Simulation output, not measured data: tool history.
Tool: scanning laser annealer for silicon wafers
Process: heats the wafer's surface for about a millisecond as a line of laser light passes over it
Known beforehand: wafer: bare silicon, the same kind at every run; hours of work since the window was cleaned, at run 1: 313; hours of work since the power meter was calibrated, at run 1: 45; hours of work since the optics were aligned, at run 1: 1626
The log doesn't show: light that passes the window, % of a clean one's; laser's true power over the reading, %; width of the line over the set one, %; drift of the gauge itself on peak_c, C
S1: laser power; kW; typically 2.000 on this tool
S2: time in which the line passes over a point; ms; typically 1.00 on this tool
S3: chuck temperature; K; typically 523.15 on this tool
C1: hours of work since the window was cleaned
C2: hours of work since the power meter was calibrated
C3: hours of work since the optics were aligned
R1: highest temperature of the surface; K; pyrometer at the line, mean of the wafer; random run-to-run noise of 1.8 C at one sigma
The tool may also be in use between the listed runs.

Run 1, day 0.000: usual settings; C1 313; C2 45; C3 1626. Result: R1 1246.15 K.
Run 2, day 0.396: usual settings; C1 318; C2 50; C3 1631. Result: R1 1247.15 K.
Run 3, day 0.904: usual settings; C1 325; C2 56; C3 1638. Result: R1 1243.15 K.
Run 4, day 1.262: usual settings; C1 329; C2 61; C3 1643. Result: R1 1246.15 K.
Run 5, day 1.738: usual settings; C1 335; C2 67; C3 1649. Result: R1 1243.15 K.
At day 2.250: optics aligned, line set to its width.
Run 6, day 2.412: usual settings; C1 342; C2 73; C3 2. Result: R1 1247.15 K.
Run 7, day 2.683: usual settings but S1 1.786 kW; C1 345; C2 77; C3 6. Result: R1 1156.15 K.
Run 8, day 3.125: usual settings but S1 1.786 kW; C1 351; C2 83; C3 11. Result: R1 1156.15 K.
Run 9, day 3.654: usual settings but S1 1.786 kW; C1 358; C2 90; C3 18. Result: R1 1161.15 K.
Run 10, day 4.154: usual settings but S1 1.786 kW; C1 364; C2 96; C3 25. Result: R1 1163.15 K.
Run 11, day 4.525: usual settings but S1 1.786 kW; C1 369; C2 101; C3 30. Result: R1 1157.15 K.
Run 12, day 4.804: usual settings but S1 1.786 kW; C1 373; C2 105; C3 33. Result: R1 1159.15 K.
Run 13, day 5.258: usual settings but S1 1.786 kW; C1 379; C2 111; C3 39. Result: R1 1159.15 K.
Run 14, day 5.621: usual settings but S2 0.74 ms; C1 383; C2 115; C3 44. Result: R1 1133.15 K.
Run 15, day 6.138: usual settings but S2 0.74 ms; C1 390; C2 122; C3 51. Result: R1 1137.15 K.
Run 16, day 6.596: usual settings; C1 396; C2 128; C3 57. Result: R1 1251.15 K.
Run 17, day 7.117: usual settings but S2 1.15 ms; C1 403; C2 135; C3 64. Result: R1 1303.15 K.
Run 18, day 7.446: usual settings but S1 1.790 kW, S2 1.23 ms, S3 494.15 K; C1 407; C2 139; C3 68. Result: R1 1205.15 K.
Run 19, day 7.917: usual settings but S1 1.932 kW, S3 548.15 K; C1 413; C2 145; C3 74. Result: R1 1241.15 K.
Run 20, day 8.238: usual settings but S1 1.932 kW, S3 548.15 K; C1 418; C2 149; C3 78. Result: R1 1241.15 K.
Run 21, day 8.792: usual settings but S1 1.780 kW, S2 0.78 ms, S3 485.15 K; C1 425; C2 157; C3 85. Result: R1 1035.15 K.
Run 22, day 9.238: usual settings but S1 1.780 kW, S2 0.78 ms, S3 485.15 K; C1 431; C2 163; C3 91. Result: R1 1040.15 K.
Run 23, day 9.600: usual settings but S1 1.718 kW, S2 0.89 ms, S3 524.15 K; C1 435; C2 167; C3 96. Result: R1 1094.15 K.
Run 24, day 9.908: usual settings but S1 2.137 kW, S2 1.04 ms, S3 559.15 K; C1 439; C2 171; C3 100. Result: R1 1352.15 K.
Run 25, day 10.204: usual settings but S1 1.989 kW, S2 0.71 ms, S3 535.15 K; C1 443; C2 175; C3 104. Result: R1 1128.15 K.
Run 26, day 10.654: usual settings but S1 1.803 kW, S2 0.74 ms, S3 540.15 K; C1 449; C2 181; C3 110. Result: R1 1084.15 K.
Run 27, day 11.204: usual settings but S1 2.004 kW, S2 1.18 ms, S3 526.15 K; C1 456; C2 188; C3 117. Result: R1 1318.15 K.
Run 28, day 11.521: usual settings but S1 1.881 kW, S2 0.99 ms; C1 461; C2 192; C3 121. Result: R1 1195.15 K.
Run 29, day 12.071: usual settings but S1 1.708 kW, S2 0.82 ms, S3 561.15 K; C1 468; C2 200; C3 128. Result: R1 1101.15 K.
Run 30, day 12.417: usual settings but S1 1.765 kW, S2 1.20 ms, S3 561.15 K; C1 472; C2 204; C3 133. Result: R1 1252.15 K.
Run 31, day 12.879: usual settings but S1 1.825 kW, S2 0.90 ms, S3 536.15 K; C1 478; C2 210; C3 139. Result: R1 1149.15 K.
Run 32, day 13.371: usual settings but S1 1.825 kW, S2 0.90 ms, S3 536.15 K; C1 485; C2 217; C3 145. Result: R1 1152.15 K.
Run 33, day 13.642: usual settings but S2 0.71 ms; C1 488; C2 220; C3 149. Result: R1 1120.15 K.

For each entry between runs, how does the tool's hidden state at the last listed run before it compare with that at the first listed run after it?
After run 5, before run 6: optics aligned, line set to its width (day 2.250)
  light that passes the window, % of a clean one's: 99.95 -> 99.94; width of the line over the set one, %: 0.07 -> 0

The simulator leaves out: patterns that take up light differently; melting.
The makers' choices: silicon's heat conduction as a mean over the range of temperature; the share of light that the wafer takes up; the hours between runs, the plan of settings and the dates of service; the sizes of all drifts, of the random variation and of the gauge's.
